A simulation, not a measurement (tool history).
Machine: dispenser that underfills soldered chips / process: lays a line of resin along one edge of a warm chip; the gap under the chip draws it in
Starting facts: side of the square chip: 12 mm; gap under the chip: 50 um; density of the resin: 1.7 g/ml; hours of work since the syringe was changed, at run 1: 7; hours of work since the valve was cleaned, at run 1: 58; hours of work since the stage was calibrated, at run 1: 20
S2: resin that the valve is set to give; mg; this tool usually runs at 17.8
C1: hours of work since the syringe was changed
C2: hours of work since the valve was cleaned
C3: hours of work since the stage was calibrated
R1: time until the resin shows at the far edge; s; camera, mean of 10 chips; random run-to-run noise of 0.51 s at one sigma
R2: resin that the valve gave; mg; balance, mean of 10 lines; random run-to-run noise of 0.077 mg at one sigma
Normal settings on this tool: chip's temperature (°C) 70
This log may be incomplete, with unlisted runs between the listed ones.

run 1 hour=0 | chip's_temperature_(°C)=70 S2=17.8 | C1=7 C2=58 C3=20 | R1=57.4 R2=16.99
-- hour=3.9 new syringe of resin
run 2 hour=13.9 | chip's_temperature_(°C)=70 S2=17.8 | C1=7 C2=67 C3=30 | R1=59.8 R2=16.86
-- hour=16.7 new syringe of resin
run 3 hour=22.1 | chip's_temperature_(°C)=70 S2=17.8 | C1=4 C2=73 C3=36 | R1=51.3 R2=16.8
-- hour=30.1 new syringe of resin
run 4 hour=32.5 | chip's_temperature_(°C)=70 S2=17.8 | C1=2 C2=81 C3=43 | R1=45.2 R2=16.49
-- hour=42.7 new syringe of resin
run 5 hour=45.5 | chip's_temperature_(°C)=75 S2=17.8 | C1=2 C2=90 C3=52 | R1=38.9 R2=16.47
run 6 hour=54.2 | chip's_temperature_(°C)=70 S2=17.8 | C1=8 C2=96 C3=59 | R1=63.8 R2=16.43
-- hour=55.8 new syringe of resin
-- hour=68.9 new syringe of resin
run 7 hour=68.9 | chip's_temperature_(°C)=77 S2=17.8 | C1=0 C2=107 C3=69 | R1=32.7 R2=16.39
run 8 hour=75.5 | chip's_temperature_(°C)=77 S2=17.8 | C1=5 C2=111 C3=74 | R1=41.1 R2=16.22
-- hour=82.3 new syringe of resin
run 9 hour=87.1 | chip's_temperature_(°C)=77 S2=17.8 | C1=3 C2=120 C3=82 | R1=39 R2=16.16
-- hour=94.7 new syringe of resin
run 10 hour=96.5 | chip's_temperature_(°C)=77 S2=17.8 | C1=1 C2=126 C3=89 | R1=35.3 R2=16.08
-- hour=99.8 dispensing valve cleaned and set on the balance
-- hour=108.8 new syringe of resin
run 11 hour=110 | chip's_temperature_(°C)=77 S2=17.8 | C1=1 C2=7 C3=98 | R1=33.8 R2=17.52
run 12 hour=116.6 | chip's_temperature_(°C)=77 S2=17.8 | C1=6 C2=12 C3=102 | R1=42.1 R2=17.46
-- hour=121.4 new syringe of resin
run 13 hour=125.7 | chip's_temperature_(°C)=81 S2=22.8 | C1=3 C2=18 C3=109 | R1=30.8 R2=22.33
-- hour=134.9 new syringe of resin
run 14 hour=139.1 | chip's_temperature_(°C)=77 S2=18.3 | C1=3 C2=28 C3=118 | R1=37.2 R2=17.94
-- hour=147.5 new syringe of resin
run 15 hour=152.1 | chip's_temperature_(°C)=68 S2=16.8 | C1=3 C2=37 C3=128 | R1=57 R2=16.19
-- hour=160.8 new syringe of resin
run 16 hour=164.3 | chip's_temperature_(°C)=70 S2=17.2 | C1=3 C2=46 C3=136 | R1=48.8 R2=16.43
run 17 hour=171.9 | chip's_temperature_(°C)=83 S2=19 | C1=8 C2=52 C3=142 | R1=36.8 R2=18.02
-- hour=173.9 new syringe of resin
run 18 hour=180.1 | chip's_temperature_(°C)=85 S2=22.1 | C1=4 C2=57 C3=148 | R1=28 R2=20.97
-- hour=186.9 new syringe of resin
run 19 hour=191.2 | chip's_temperature_(°C)=77 S2=18.4 | C1=3 C2=65 C3=156 | R1=38 R2=17.22

Predict each of these 5 candidate next runs independently; none follows another, all start after run 19:
-- hour=199.7 new syringe of resin
run A hour=206.4 | chip's_temperature_(°C)=71 S2=19.2 | C1=5 C2=76 C3=167 | R1=? R2=?
-- hour=199.7 new syringe of resin
run B hour=206.4 | chip's_temperature_(°C)=79 S2=19.4 | C1=5 C2=76 C3=167 | R1=? R2=?
-- hour=199.7 new syringe of resin
run C hour=206.4 | chip's_temperature_(°C)=72 S2=20.7 | C1=5 C2=76 C3=167 | R1=? R2=?
-- hour=199.7 new syringe of resin
run D hour=206.4 | chip's_temperature_(°C)=69 S2=19.7 | C1=5 C2=76 C3=167 | R1=? R2=?
-- hour=199.7 new syringe of resin
run E hour=206.4 | chip's_temperature_(°C)=75 S2=19.6 | C1=5 C2=76 C3=167 | R1=? R2=?

run=A R1=52.6 R2=17.85
run=B R1=36.8 R2=18.17
run=C R1=50 R2=19.37
run=D R1=55.1 R2=18.38
run=E R1=43.3 R2=18.29
With no hidden state in the tool, these same runs would have given:
run=A R1=39.7 R2=19.13
run=B R1=27.8 R2=19.48
run=C R1=37.9 R2=20.77
run=D R1=41.6 R2=19.7
run=E R1=32.7 R2=19.61

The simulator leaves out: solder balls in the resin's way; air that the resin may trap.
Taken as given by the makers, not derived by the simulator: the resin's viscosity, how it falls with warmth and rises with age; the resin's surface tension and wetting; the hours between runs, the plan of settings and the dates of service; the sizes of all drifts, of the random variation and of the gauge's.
